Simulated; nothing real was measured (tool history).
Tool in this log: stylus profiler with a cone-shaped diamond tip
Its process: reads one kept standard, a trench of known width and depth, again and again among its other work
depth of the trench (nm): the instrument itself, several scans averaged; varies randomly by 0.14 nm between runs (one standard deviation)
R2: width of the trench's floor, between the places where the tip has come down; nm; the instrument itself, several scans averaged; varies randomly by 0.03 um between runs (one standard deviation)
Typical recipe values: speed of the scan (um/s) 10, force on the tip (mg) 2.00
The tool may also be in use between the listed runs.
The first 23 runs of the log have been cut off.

run 24 hour=1128.6 | speed_of_the_scan_(um/s)=10 force_on_the_tip_(mg)=4.16 | depth_of_the_trench_(nm)=506.85 R2=26330
run 25 hour=1172.3 | speed_of_the_scan_(um/s)=9 force_on_the_tip_(mg)=4.16 | depth_of_the_trench_(nm)=506.71 R2=26390
run 26 hour=1208.2 | speed_of_the_scan_(um/s)=18 force_on_the_tip_(mg)=4.77 | depth_of_the_trench_(nm)=507.71 R2=26290
run 27 hour=1257.6 | speed_of_the_scan_(um/s)=18 force_on_the_tip_(mg)=4.77 | depth_of_the_trench_(nm)=507.80 R2=26260
run 28 hour=1314.3 | speed_of_the_scan_(um/s)=21 force_on_the_tip_(mg)=1.20 | depth_of_the_trench_(nm)=502.37 R2=26150
run 29 hour=1347.8 | speed_of_the_scan_(um/s)=21 force_on_the_tip_(mg)=1.20 | depth_of_the_trench_(nm)=502.37 R2=26150
run 30 hour=1380.3 | speed_of_the_scan_(um/s)=23 force_on_the_tip_(mg)=2.00 | depth_of_the_trench_(nm)=503.54 R2=26160
run 31 hour=1408.3 | speed_of_the_scan_(um/s)=23 force_on_the_tip_(mg)=2.00 | depth_of_the_trench_(nm)=503.72 R2=26150
run 32 hour=1437.6 | speed_of_the_scan_(um/s)=23 force_on_the_tip_(mg)=2.00 | depth_of_the_trench_(nm)=503.49 R2=26150
run 33 hour=1503.6 | speed_of_the_scan_(um/s)=23 force_on_the_tip_(mg)=2.00 | depth_of_the_trench_(nm)=503.37 R2=26110
run 34 hour=1546.5 | speed_of_the_scan_(um/s)=3 force_on_the_tip_(mg)=0.71 | depth_of_the_trench_(nm)=501.00 R2=26240
run 35 hour=1596.4 | speed_of_the_scan_(um/s)=3 force_on_the_tip_(mg)=0.71 | depth_of_the_trench_(nm)=501.09 R2=26200
run 36 hour=1627.1 | speed_of_the_scan_(um/s)=15 force_on_the_tip_(mg)=5.38 | depth_of_the_trench_(nm)=507.99 R2=26210
run 37 hour=1693.8 | speed_of_the_scan_(um/s)=17 force_on_the_tip_(mg)=0.69 | depth_of_the_trench_(nm)=500.63 R2=26040
run 38 hour=1722.9 | speed_of_the_scan_(um/s)=10 force_on_the_tip_(mg)=1.11 | depth_of_the_trench_(nm)=501.78 R2=26150
run 39 hour=1770.7 | speed_of_the_scan_(um/s)=10 force_on_the_tip_(mg)=1.11 | depth_of_the_trench_(nm)=501.75 R2=26150
run 40 hour=1835.0 | speed_of_the_scan_(um/s)=6 force_on_the_tip_(mg)=3.89 | depth_of_the_trench_(nm)=506.04 R2=26170
run 41 hour=1871.1 | speed_of_the_scan_(um/s)=11 force_on_the_tip_(mg)=1.82 | depth_of_the_trench_(nm)=503.00 R2=26120
run 42 hour=1899.2 | speed_of_the_scan_(um/s)=10 force_on_the_tip_(mg)=4.26 | depth_of_the_trench_(nm)=506.48 R2=26160
run 43 hour=1951.9 | speed_of_the_scan_(um/s)=2 force_on_the_tip_(mg)=0.79 | depth_of_the_trench_(nm)=500.92 R2=26200
run 44 hour=1993.5 | speed_of_the_scan_(um/s)=2 force_on_the_tip_(mg)=3.19 | depth_of_the_trench_(nm)=504.96 R2=26200
-- hour=2037.4 height scale calibrated on a step standard
run 45 hour=2063.0 | speed_of_the_scan_(um/s)=2 force_on_the_tip_(mg)=3.19 | depth_of_the_trench_(nm)=507.03 R2=26150
run 46 hour=2112.8 | speed_of_the_scan_(um/s)=22 force_on_the_tip_(mg)=2.75 | depth_of_the_trench_(nm)=506.22 R2=25990

Each row is a separate what-if for the run after 46, all from the same tool condition, not one after another. Results?
run A hour=2154.2 | speed_of_the_scan_(um/s)=36 force_on_the_tip_(mg)=2.75 | depth_of_the_trench_(nm)=? R2=?
run B hour=2154.2 | speed_of_the_scan_(um/s)=13 force_on_the_tip_(mg)=1.87 | depth_of_the_trench_(nm)=? R2=?
run C hour=2154.2 | speed_of_the_scan_(um/s)=3 force_on_the_tip_(mg)=1.29 | depth_of_the_trench_(nm)=? R2=?

run=A depth_of_the_trench_(nm)=506.26 R2=25860
run=B depth_of_the_trench_(nm)=505.05 R2=26010
run=C depth_of_the_trench_(nm)=503.67 R2=26050
Stripped of hidden state, with their random variation kept, the same runs would have yielded:
run=A depth_of_the_trench_(nm)=506.13 R2=26740
run=B depth_of_the_trench_(nm)=504.92 R2=26890
run=C depth_of_the_trench_(nm)=503.54 R2=26930

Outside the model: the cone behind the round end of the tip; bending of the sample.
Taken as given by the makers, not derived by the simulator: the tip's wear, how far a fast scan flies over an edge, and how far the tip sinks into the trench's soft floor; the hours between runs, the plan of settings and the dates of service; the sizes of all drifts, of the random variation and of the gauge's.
